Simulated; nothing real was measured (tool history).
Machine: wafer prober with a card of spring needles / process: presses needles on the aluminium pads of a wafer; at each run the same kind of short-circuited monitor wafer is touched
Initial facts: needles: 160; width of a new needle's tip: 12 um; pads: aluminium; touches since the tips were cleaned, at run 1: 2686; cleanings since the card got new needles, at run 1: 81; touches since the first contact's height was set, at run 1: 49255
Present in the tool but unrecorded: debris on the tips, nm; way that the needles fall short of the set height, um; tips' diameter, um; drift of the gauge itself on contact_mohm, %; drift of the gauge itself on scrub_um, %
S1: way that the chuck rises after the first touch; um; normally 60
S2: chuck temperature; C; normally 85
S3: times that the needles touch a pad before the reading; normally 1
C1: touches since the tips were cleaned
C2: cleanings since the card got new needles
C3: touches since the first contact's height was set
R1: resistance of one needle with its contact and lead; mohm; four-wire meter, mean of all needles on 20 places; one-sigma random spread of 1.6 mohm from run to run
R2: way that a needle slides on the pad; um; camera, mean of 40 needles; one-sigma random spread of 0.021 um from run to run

run   hour  S1   S2  S3    C1   C2      C3   R1     R2
  1      0  60   85   1  2686   81   49255  153  13.23
       1.1  -- tips cleaned on abrasive film
       6.5  -- tips cleaned on abrasive film
      11.8  -- tips cleaned on abrasive film
  2   13.6  60  115   1  1394   84   59330  155  13.26
      16.9  -- tips cleaned on abrasive film
      21.2  -- tips cleaned on abrasive film
      26.5  -- tips cleaned on abrasive film
  3   28.2  60  115   1  1329   87   70131  157  13.24
      31.5  -- tips cleaned on abrasive film
      36.8  -- tips cleaned on abrasive film
      42.1  -- tips cleaned on abrasive film
      47.5  -- tips cleaned on abrasive film
      52.8  -- tips cleaned on abrasive film
      57.7  -- tips cleaned on abrasive film
  4   57.7  60   85   1     0   93   91954  152  13.24
      63.1  -- tips cleaned on abrasive film
      67.3  -- tips cleaned on abrasive film
      72.7  -- tips cleaned on abrasive film
  5   74.3  60   85   1  1217   96  104221  151  13.25
      77.5  -- tips cleaned on abrasive film
      81.8  -- tips cleaned on abrasive film
      87.1  -- tips cleaned on abrasive film
      92.5  -- tips cleaned on abrasive film
      96.7  -- tips cleaned on abrasive film
  6   98.3  60   85   1  1169  101  121965  152  13.28
     101.5  -- tips cleaned on abrasive film
     106.8  -- tips cleaned on abrasive film
     111.3  -- height of the first contact set anew
     112.5  -- tips cleaned on abrasive film
  7  113.7  60   85   1   955  104    1745  151  13.28
       117  -- tips cleaned on abrasive film
     121.3  -- tips cleaned on abrasive film
     125.5  -- tips cleaned on abrasive film
  8  129.3  60   85   1  2809  107   13237  151  13.31
     130.4  -- tips cleaned on abrasive film
     135.7  -- tips cleaned on abrasive film
       140  -- tips cleaned on abrasive film
     145.3  -- tips cleaned on abrasive film
     149.6  -- tips cleaned on abrasive film
     154.9  -- tips cleaned on abrasive film
  9  157.3  60   85   1  1766  113   33947  151  13.31
     159.5  -- tips cleaned on abrasive film
     164.8  -- tips cleaned on abrasive film
     169.1  -- tips cleaned on abrasive film
     174.4  -- tips cleaned on abrasive film
 10  178.5  66   85   1  3069  117   49645  153  14.65
     179.6  -- tips cleaned on abrasive film
     184.9  -- tips cleaned on abrasive film
     190.3  -- tips cleaned on abrasive film
     194.5  -- tips cleaned on abrasive film
     199.9  -- tips cleaned on abrasive film
 11  200.7  43   85   1   608  122   66038  161   9.54
       205  -- tips cleaned on abrasive film
     210.3  -- tips cleaned on abrasive film
     215.6  -- tips cleaned on abrasive film
     220.9  -- tips cleaned on abrasive film
 12  223.6  43   85   1  2014  126   83049  159    9.6
     225.8  -- tips cleaned on abrasive film
     231.1  -- tips cleaned on abrasive film
     236.4  -- tips cleaned on abrasive film
     240.7  -- tips cleaned on abrasive film
       246  -- tips cleaned on abrasive film
     250.3  -- tips cleaned on abrasive film
 13  253.8  77   85   1  2652  132  105434  151  17.08
       255  -- tips cleaned on abrasive film
     260.3  -- tips cleaned on abrasive film
     264.6  -- tips cleaned on abrasive film
     269.9  -- tips cleaned on abrasive film
     275.2  -- tips cleaned on abrasive film
     280.6  -- tips cleaned on abrasive film
 14  281.6  57   85   2   742  138  125909  157  12.74
     285.8  -- tips cleaned on abrasive film
     289.3  -- height of the first contact set anew
     290.4  -- tips cleaned on abrasive film
     295.7  -- tips cleaned on abrasive film
     301.1  -- tips cleaned on abrasive film
     306.4  -- tips cleaned on abrasive film
     311.6  -- tips cleaned on abrasive film
 15  311.6  57   85   2     0  144   16506  152  12.71
       317  -- tips cleaned on abrasive film
     322.3  -- tips cleaned on abrasive film
     327.6  -- tips cleaned on abrasive film
     332.9  -- tips cleaned on abrasive film
     337.2  -- tips cleaned on abrasive film
 16  338.5  60   51   2   962  149   36411  146  13.39
     341.7  -- tips cleaned on abrasive film
       347  -- tips cleaned on abrasive film
     352.4  -- tips cleaned on abrasive film
     356.7  -- tips cleaned on abrasive film
 17    357  60   64   1   226  153   50055  150   13.4
     361.2  -- tips cleaned on abrasive film
     365.5  -- tips cleaned on abrasive film
     370.8  -- tips cleaned on abrasive film
 18  374.7  75   85   1  2877  156   63192  150  16.77
     375.8  -- tips cleaned on abrasive film
     381.1  -- tips cleaned on abrasive film
     386.4  -- tips cleaned on abrasive film
 19  389.2  75   85   1  2044  159   73919  148   16.8
     391.3  -- tips cleaned on abrasive film
     396.7  -- tips cleaned on abrasive film
       401  -- tips cleaned on abrasive film
     406.3  -- tips cleaned on abrasive film
     411.6  -- tips cleaned on abrasive film
     416.7  -- tips cleaned on abrasive film
 20  416.7  42   52   2     0  165   94260  152   9.41
       422  -- tips cleaned on abrasive film
     426.3  -- tips cleaned on abrasive film
     431.6  -- tips cleaned on abrasive film
     435.9  -- tips cleaned on abrasive film
     441.2  -- tips cleaned on abrasive film
     445.5  -- tips cleaned on abrasive film
 21  446.5  52   89   1   748  171  116319  155  11.65
     450.8  -- tips cleaned on abrasive film
     456.1  -- tips cleaned on abrasive film
     460.4  -- tips cleaned on abrasive film
     465.7  -- tips cleaned on abrasive film
 22  466.5  52   89   1   565  175  131091  154  11.69
     467.8  -- height of the first contact set anew
       471  -- tips cleaned on abrasive film
     475.3  -- tips cleaned on abrasive film
     480.7  -- tips cleaned on abrasive film
       486  -- tips cleaned on abrasive film
       498  -- card fitted with new needles
     503.3  -- tips cleaned on abrasive film
 23  504.1  52   89   1   587    1    4534  156  11.66
     508.4  -- tips cleaned on abrasive film
     513.7  -- tips cleaned on abrasive film
       519  -- tips cleaned on abrasive film
     524.3  -- tips cleaned on abrasive film
 24  526.3  41   68   1  1475    5   21006  158   9.24
     529.5  -- tips cleaned on abrasive film
     534.9  -- tips cleaned on abrasive film
     540.2  -- tips cleaned on abrasive film
     545.5  -- tips cleaned on abrasive film
     550.4  -- tips cleaned on abrasive film
 25  550.4  61   85   1     0   10   38819  154  13.76

Forecast each of these 4 alternatives for the next run:
     554.7  -- tips cleaned on abrasive film
       560  -- tips cleaned on abrasive film
     565.3  -- tips cleaned on abrasive film
     569.6  -- tips cleaned on abrasive film
     574.9  -- tips cleaned on abrasive film
  A  578.6  65  123   1  2793  15  59766   ?   ?
     554.7  -- tips cleaned on abrasive film
       560  -- tips cleaned on abrasive film
     565.3  -- tips cleaned on abrasive film
     569.6  -- tips cleaned on abrasive film
     574.9  -- tips cleaned on abrasive film
  B  578.6  69   54   1  2793  15  59766   ?   ?
     554.7  -- tips cleaned on abrasive film
       560  -- tips cleaned on abrasive film
     565.3  -- tips cleaned on abrasive film
     569.6  -- tips cleaned on abrasive film
     574.9  -- tips cleaned on abrasive film
  C  578.6  43   30   3  2793  15  59766   ?   ?
     554.7  -- tips cleaned on abrasive film
       560  -- tips cleaned on abrasive film
     565.3  -- tips cleaned on abrasive film
     569.6  -- tips cleaned on abrasive film
     574.9  -- tips cleaned on abrasive film
  D  578.6  42  114   2  2793  15  59766   ?   ?

run   R1     R2
  A  155  14.63
  B  144  15.56
  C  149   9.69
  D  166   9.47
Stripped of hidden state, with their random variation kept, the same runs would have yielded:
run   R1     R2
  A  155  14.32
  B  143  15.24
  C  148   9.48
  D  166   9.27
